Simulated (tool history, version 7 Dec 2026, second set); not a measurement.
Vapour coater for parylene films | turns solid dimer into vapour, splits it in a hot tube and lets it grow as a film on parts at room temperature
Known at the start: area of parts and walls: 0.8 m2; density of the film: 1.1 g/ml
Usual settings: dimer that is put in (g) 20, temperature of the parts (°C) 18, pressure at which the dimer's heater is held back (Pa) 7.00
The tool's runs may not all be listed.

run,day,dimer that is put in (g),temperature of the parts (°C),pressure at which the dimer's heater is held back (Pa),thickness of the film (um)
1,0.000,20,18,7.00,13.30
2,3.092,20,18,7.00,13.08
3,6.096,20,16,7.00,13.63
4,8.371,20,16,7.00,13.18
5,10.483,20,24,7.00,10.65
6,11.929,25,18,7.00,15.18
7,14.717,20,18,7.00,11.78
8,17.371,20,18,7.00,11.79
# day 19.642: trap's valve overhauled
9,19.642,20,18,7.00,13.39
10,22.375,20,18,7.00,13.16
11,24.646,16,11,7.00,12.37
12,26.942,16,11,7.00,12.14
13,29.662,9,20,2.29,5.73
14,32.133,9,20,2.29,5.69
15,33.904,9,20,9.72,5.09
16,35.592,9,20,9.72,5.00
17,38.371,9,20,9.72,4.87

3 ways to go on from here, each from the tool as it stands after run 17. What would each give?
# day 39.967: trap's valve overhauled
A,40.229,14,11,9.47,?
# day 39.967: trap's valve overhauled
B,40.229,9,18,3.35,?
# day 39.967: trap's valve overhauled
C,40.229,30,23,7.00,?

run,thickness of the film (um)
A,11.04
B,6.35
C,17.57
Without the tool's hidden state the same runs would have given:
run,thickness of the film (um)
A,11.07
B,6.37
C,17.61

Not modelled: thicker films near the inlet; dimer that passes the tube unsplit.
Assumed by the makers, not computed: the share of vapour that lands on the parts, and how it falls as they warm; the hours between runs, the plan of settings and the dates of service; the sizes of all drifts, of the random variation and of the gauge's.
